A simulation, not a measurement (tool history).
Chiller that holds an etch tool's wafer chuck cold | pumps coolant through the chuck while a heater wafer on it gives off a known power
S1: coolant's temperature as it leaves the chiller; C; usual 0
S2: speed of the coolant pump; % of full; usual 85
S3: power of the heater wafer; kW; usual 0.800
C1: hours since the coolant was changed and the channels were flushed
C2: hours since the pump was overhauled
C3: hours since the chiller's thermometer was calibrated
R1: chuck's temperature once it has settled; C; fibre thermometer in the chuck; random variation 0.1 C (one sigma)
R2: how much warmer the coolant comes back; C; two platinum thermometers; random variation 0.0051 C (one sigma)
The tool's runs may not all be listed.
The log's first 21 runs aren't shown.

| run | hour | S1 | S2 | S3 | C1 | C2 | C3 | R1 | R2 |
|---|---|---|---|---|---|---|---|---|---|
|  | 1946.4 | coolant pump overhauled, once more |
| 22 | 1956.8 | 8 | 85 | 0.807 | 1122 | 10 | 3611 | 17.0 | 1.778 |
| 23 | 2062.6 | 8 | 85 | 0.807 | 1228 | 116 | 3717 | 17.2 | 1.779 |
| 24 | 2172.3 | 8 | 85 | 0.807 | 1338 | 226 | 3827 | 17.2 | 1.786 |
| 25 | 2229.9 | 8 | 85 | 0.807 | 1396 | 283 | 3884 | 17.3 | 1.779 |
| 26 | 2357.4 | 3 | 69 | 0.800 | 1523 | 411 | 4012 | 13.3 | 2.190 |
| 27 | 2428.9 | 3 | 69 | 0.800 | 1595 | 482 | 4083 | 13.7 | 2.176 |
| 28 | 2541.2 | -6 | 69 | 0.800 | 1707 | 595 | 4195 | 4.5 | 2.184 |
| 29 | 2657.8 | -6 | 69 | 0.800 | 1824 | 711 | 4312 | 4.7 | 2.189 |
| 30 | 2744.5 | -6 | 69 | 0.800 | 1910 | 798 | 4399 | 4.8 | 2.187 |
| 31 | 2842.2 | 2 | 85 | 0.403 | 2008 | 896 | 4496 | 7.1 | 0.893 |
| 32 | 2926.5 | 2 | 85 | 0.403 | 2092 | 980 | 4581 | 7.3 | 0.899 |
| 33 | 3017.1 | -2 | 89 | 0.403 | 2183 | 1071 | 4671 | 3.2 | 0.851 |

Forecast each of these 3 alternatives for the next run:
| A | 3140.0 | -9 | 70 | 0.800 | 2306 | 1194 | 4794 | ? | ? |
| B | 3140.0 | 4 | 85 | 0.800 | 2306 | 1194 | 4794 | ? | ? |
| C | 3140.0 | 1 | 99 | 0.819 | 2306 | 1194 | 4794 | ? | ? |

| run | R1 | R2 |
|---|---|---|
| A | 1.8 | 2.173 |
| B | 13.6 | 1.788 |
| C | 9.9 | 1.569 |
Without the tool's hidden state the same runs would have given:
| run | R1 | R2 |
|---|---|---|
| A | -0.1 | 2.148 |
| B | 11.9 | 1.768 |
| C | 8.2 | 1.551 |
